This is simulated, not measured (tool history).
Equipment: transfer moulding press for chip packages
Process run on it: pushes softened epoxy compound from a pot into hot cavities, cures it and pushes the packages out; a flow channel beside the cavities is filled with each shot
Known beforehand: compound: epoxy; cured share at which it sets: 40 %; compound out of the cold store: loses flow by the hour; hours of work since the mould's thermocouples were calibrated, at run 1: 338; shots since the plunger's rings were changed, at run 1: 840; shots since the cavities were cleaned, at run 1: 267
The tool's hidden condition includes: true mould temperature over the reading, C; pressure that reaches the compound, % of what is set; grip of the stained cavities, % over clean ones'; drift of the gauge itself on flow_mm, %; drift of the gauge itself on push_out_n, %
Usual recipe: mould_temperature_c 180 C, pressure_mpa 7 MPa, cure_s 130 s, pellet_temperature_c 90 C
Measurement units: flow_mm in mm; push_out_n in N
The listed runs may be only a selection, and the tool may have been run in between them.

run,hour,mould_temperature_c,pressure_mpa,cure_s,pellet_temperature_c,hours of work since the mould's thermocouples were calibrated,shots since the plunger's rings were changed,shots since the cavities were cleaned,incoming compound's hours out of the cold store,flow_mm,push_out_n
1,0,180,7,130,90,338,840,267,38.4,613,198
2,13.2,176,7,130,90,347,986,413,40.6,615,226
# hour 29.8: cavities cleaned with cleaning compound and waxed
3,31,176,7,130,90,359,1167,14,46.9,611,232
4,40.1,176,7,130,90,366,1268,115,44.9,608,235
5,53.4,176,7,130,90,375,1415,262,47.1,613,236
6,66.6,176,7,130,90,385,1562,409,10.2,699,249
7,77.6,176,7,130,90,393,1684,531,42.9,612,234
# hour 83.3: cavities cleaned with cleaning compound and waxed
8,92.3,180,8.46,130,90,403,1830,100,15.4,737,198
9,101.1,180,8.46,130,88,409,1929,199,34.9,684,207
10,114.7,180,8.46,130,88,419,2079,349,42.5,671,215
11,125,180,7,124,90,427,2193,463,24.1,648,214
12,134.6,180,7,129,90,434,2300,570,34.2,625,206
# hour 137.2: cavities cleaned with cleaning compound and waxed
13,151.2,180,7,129,90,445,2467,156,19.5,661,214
14,162.8,180,7,130,85,453,2595,284,31.2,633,212
15,175.6,174,7,157,85,462,2738,427,23.8,675,209
# hour 190.3: cavities cleaned with cleaning compound and waxed
16,192.4,174,7,157,85,474,2908,23,17,698,207
17,207.3,174,6.26,168,89,484,3073,188,40.2,594,196
18,216.3,180,5.55,126,91,491,3173,288,15.6,592,215
19,227.3,180,5.55,126,91,499,3295,410,19.9,587,216
20,241.3,180,7,152,90,509,3450,565,38,620,192
# hour 243.8: cavities cleaned with cleaning compound and waxed
21,254.6,180,7,152,81,518,3581,120,46.6,591,192
22,266.7,180,8.07,152,81,527,3715,254,16.4,720,198
23,284.5,180,6.43,137,94,540,3913,452,36.1,591,195
# hour 297.3: cavities cleaned with cleaning compound and waxed
24,298.8,179,6.98,149,81,549,4055,17,9.5,689,190
25,313.9,179,6.98,149,81,560,4222,184,30.8,639,203
# hour 324.5: plunger's sealing rings changed
26,326.6,180,7,130,89,567,22,297,11.2,688,210

Below are 3 alternative next runs, each starting from the tool's condition after run 26. Predict each:
A,334.3,180,7.41,130,89,573,109,384,17.8,?,?
B,334.3,175,7,121,80,573,109,384,28.3,?,?
C,334.3,180,8.44,139,96,573,109,384,47.9,?,?

run,flow_mm,push_out_n
A,691,212
B,659,278
C,654,196
Without the tool's unlogged condition, the same runs would have read:
run,flow_mm,push_out_n
A,691,208
B,659,273
C,654,192

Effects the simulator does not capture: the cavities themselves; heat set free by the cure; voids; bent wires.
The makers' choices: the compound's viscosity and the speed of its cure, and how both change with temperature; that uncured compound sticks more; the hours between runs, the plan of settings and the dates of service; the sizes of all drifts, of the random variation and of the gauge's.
